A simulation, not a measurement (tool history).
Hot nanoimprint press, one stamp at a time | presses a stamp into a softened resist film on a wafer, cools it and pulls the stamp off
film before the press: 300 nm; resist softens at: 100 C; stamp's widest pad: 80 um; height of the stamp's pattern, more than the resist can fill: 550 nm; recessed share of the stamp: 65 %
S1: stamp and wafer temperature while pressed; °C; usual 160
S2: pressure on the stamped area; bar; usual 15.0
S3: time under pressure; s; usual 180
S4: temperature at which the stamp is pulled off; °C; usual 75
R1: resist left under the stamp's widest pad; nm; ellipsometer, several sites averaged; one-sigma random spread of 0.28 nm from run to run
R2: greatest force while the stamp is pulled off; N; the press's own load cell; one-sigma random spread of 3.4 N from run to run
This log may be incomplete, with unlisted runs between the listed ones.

run    hour   S1    S2   S3  S4     R1   R2
  1     0.0  160  15.0  180  75  176.0  235
  2    39.8  160  15.0  180  75  175.8  255
  3    84.8  160  15.0  180  75  175.6  168
  4   117.4  160  15.0  180  75  175.6  164
  5   153.9  160  15.0  180  75  175.4  170
  6   204.7  160  15.0  196  75  170.5  175
  7   240.6  160  11.7  180  75  189.2  176
  8   299.2  160  11.7  180  75  188.7  180
  9   328.8  162  11.7  180  75  172.5  186
 10   369.9  160  15.0  180  79  171.7  170
 11   398.2  160  15.0  180  79  171.1  169
 12   456.2  160  15.0  180  79  171.4  179
 13   504.3  160  15.0  180  78  171.0  189
 14   569.0  160  15.0  180  78  178.0  198
 15   609.3  160  15.0  180  78  178.3  208
 16   639.8  160  15.0  180  78  178.1  200
 17   669.4  157  22.7  180  70  175.4  249
 18   698.6  157  22.7  180  70  176.0  250
 19   737.8  170  15.0  180  79  105.4  208
 20   766.8  170  15.0  180  66  105.3  279
 21   806.1  160   9.3  180  79  209.7  215
 22   847.4  171  21.8  205  63   78.4  309
 23   874.6  165  15.0  144  76  148.3  238
 24   906.5  165  15.0  201  75  131.7  263
 25   949.4  156  15.0  105  75  236.6  254
 26  1011.7  156  15.0  105  75  237.0  162
 27  1052.0  171  20.7  261  69   72.8  193
 28  1086.5  171  18.9  261  78   76.2  159
 29  1121.0  170  11.1  235  69  109.6  201
 30  1168.4  155  12.7  145  65  238.3  216

Taken out of this log: 4 entries between the listed runs. Where each belongs, and how the hidden state differs across it:
In the gap between runs 2 and 3: stamp cleaned and given a new release coat (hour 73.1)
  true temperature over the reading, C: 0.34 -> 0.37; pressure that arrives at the usual setting, %: 98.74 -> 98.56; grip of the stamp's worn release coat, % over a new coat's: 55.6 -> 0.7
  the result without the hidden state subtracted from the measured one, R1: -1.9 -> -2.1 nm; R2: +90 -> +0 N
In the gap between runs 6 and 7: plate thermocouple calibrated (hour 236.4)
  true temperature over the reading, C: 0.47 -> 0.84; pressure that arrives at the usual setting, %: 98 -> 97.86; grip of the stamp's worn release coat, % over a new coat's: 8.4 -> 10.5
  the result without the hidden state subtracted from the measured one, R1: -2.6 -> -5.9 nm; R2: +12 -> +14 N
In the gap between runs 13 and 14: plate thermocouple calibrated, once more (hour 524.9)
  true temperature over the reading, C: 1.07 -> 0.26; pressure that arrives at the usual setting, %: 96.63 -> 96.36; grip of the stamp's worn release coat, % over a new coat's: 27.6 -> 31.7
  the result without the hidden state subtracted from the measured one, R1: -6.7 -> +0.5 nm; R2: +37 -> +47 N
In the gap between runs 25 and 26: stamp cleaned and given a new release coat (hour 963.7)
  true temperature over the reading, C: 0.59 -> 0.64; pressure that arrives at the usual setting, %: 94.64 -> 94.39; grip of the stamp's worn release coat, % over a new coat's: 56.9 -> 3.1
  the result without the hidden state subtracted from the measured one, R1: -1.1 -> -1.3 nm; R2: +90 -> +3 N

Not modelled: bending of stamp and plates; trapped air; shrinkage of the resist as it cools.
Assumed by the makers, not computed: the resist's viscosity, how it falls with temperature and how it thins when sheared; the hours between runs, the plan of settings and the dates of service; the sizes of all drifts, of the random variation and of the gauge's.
